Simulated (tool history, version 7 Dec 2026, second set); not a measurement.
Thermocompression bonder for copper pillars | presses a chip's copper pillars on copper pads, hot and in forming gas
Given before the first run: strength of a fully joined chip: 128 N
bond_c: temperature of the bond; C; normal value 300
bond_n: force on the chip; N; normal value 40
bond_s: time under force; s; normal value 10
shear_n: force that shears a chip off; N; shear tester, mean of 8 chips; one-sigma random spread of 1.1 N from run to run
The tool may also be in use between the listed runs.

Run 1, hour 0.0: usual settings. Result: shear_n 90.9 N.
Run 2, hour 26.4: usual settings. Result: shear_n 92.5 N.
Run 3, hour 39.0: usual settings but bond_s 20 s. Result: shear_n 104.9 N.
Run 4, hour 63.2: usual settings but bond_c 318 C. Result: shear_n 99.0 N.
Run 5, hour 83.7: usual settings but bond_c 318 C. Result: shear_n 99.6 N.
Run 6, hour 101.8: usual settings but bond_c 318 C. Result: shear_n 101.2 N.
Run 7, hour 130.8: usual settings but bond_c 318 C. Result: shear_n 99.6 N.
Run 8, hour 149.9: usual settings. Result: shear_n 91.2 N.
Run 9, hour 164.3: usual settings but bond_c 273 C. Result: shear_n 73.8 N.
Run 10, hour 186.0: usual settings but bond_c 273 C. Result: shear_n 75.7 N.
Run 11, hour 213.1: usual settings but bond_c 273 C. Result: shear_n 72.7 N.
Run 12, hour 233.3: usual settings but bond_c 273 C. Result: shear_n 73.1 N.
Run 13, hour 260.9: usual settings but bond_c 295 C. Result: shear_n 85.7 N.
Run 14, hour 290.4: usual settings but bond_s 11 s. Result: shear_n 90.1 N.
Run 15, hour 303.2: usual settings but bond_c 270 C, bond_n 36 N, bond_s 6 s. Result: shear_n 55.0 N.
Run 16, hour 318.2: usual settings but bond_c 270 C, bond_n 36 N, bond_s 6 s. Result: shear_n 53.8 N.
Run 17, hour 339.0: usual settings but bond_c 270 C, bond_n 39 N, bond_s 6 s. Result: shear_n 58.4 N.
Run 18, hour 357.9: usual settings but bond_c 270 C, bond_n 39 N, bond_s 6 s. Result: shear_n 56.9 N.
Run 19, hour 377.7: usual settings but bond_c 280 C, bond_n 47 N, bond_s 25 s. Result: shear_n 109.0 N.
Run 20, hour 390.4: usual settings but bond_c 301 C, bond_n 42 N, bond_s 6 s. Result: shear_n 81.4 N.
Run 21, hour 407.9: usual settings but bond_c 301 C, bond_n 42 N, bond_s 6 s. Result: shear_n 81.7 N.
Run 22, hour 437.8: usual settings but bond_c 327 C, bond_n 35 N, bond_s 14 s. Result: shear_n 98.0 N.
Run 23, hour 466.7: usual settings but bond_c 327 C, bond_s 14 s. Result: shear_n 107.0 N.
Run 24, hour 487.4: usual settings but bond_c 319 C, bond_s 8 s. Result: shear_n 92.1 N.
Run 25, hour 499.9: usual settings but bond_c 319 C, bond_s 8 s. Result: shear_n 88.1 N.

3 options for the next run, each taken on its own from the tool as it stands now. Forecast them:
Run A, hour 525.2: usual settings but bond_n 26 N, bond_s 7 s. Result: shear_n ?.
Run B, hour 525.2: usual settings but bond_c 307 C, bond_s 7 s. Result: shear_n ?.
Run C, hour 525.2: usual settings but bond_c 319 C, bond_n 57 N. Result: shear_n ?.

run  shear_n
  A     51.7
  B     84.9
  C    114.6
With the hidden condition removed and each run's random variation left untouched, the same runs would have given:
run  shear_n
  A     57.7
  B     92.2
  C    119.6

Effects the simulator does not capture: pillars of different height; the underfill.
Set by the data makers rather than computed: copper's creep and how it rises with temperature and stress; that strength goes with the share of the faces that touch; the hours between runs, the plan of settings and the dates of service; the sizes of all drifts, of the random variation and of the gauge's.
